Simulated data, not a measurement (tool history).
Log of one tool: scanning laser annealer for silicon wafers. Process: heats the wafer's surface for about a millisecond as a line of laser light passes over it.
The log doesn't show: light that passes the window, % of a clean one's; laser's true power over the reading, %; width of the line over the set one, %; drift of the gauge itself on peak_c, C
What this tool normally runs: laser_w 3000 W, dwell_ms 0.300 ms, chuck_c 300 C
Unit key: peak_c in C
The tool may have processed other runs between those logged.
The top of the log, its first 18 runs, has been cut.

run	hour	laser_w	dwell_ms	chuck_c	hours of work since the window was cleaned	hours of work since the power meter was calibrated	hours of work since the optics were aligned	peak_c
19	545.4	3000	0.300	279	168	489	1212	1084
20	568.2	3000	0.300	279	181	503	1225	1087
21	588.8	2963	0.300	262	193	515	1237	1056
# hour 596.3: optics aligned, line set to its width
22	620.5	2973	0.274	286	209	531	14	1046
23	661.4	2930	0.280	291	233	555	38	1049
# hour 696.2: optics aligned, line set to its width, once more
24	706.1	2635	0.307	299	256	578	6	1020
25	734.0	2635	0.307	299	273	595	22	1018
26	757.0	3000	0.300	290	286	608	36	1103
27	791.3	3000	0.300	290	307	628	56	1101
28	815.7	2857	0.229	305	321	643	70	989
29	844.5	3000	0.300	287	338	660	87	1098

Predict the results of run 30:
30	868.1	3000	0.300	295	352	674	101	?

peak_c: 1105 C
Minus the tool's unlogged condition, the same run would have read peak_c 1135 C.
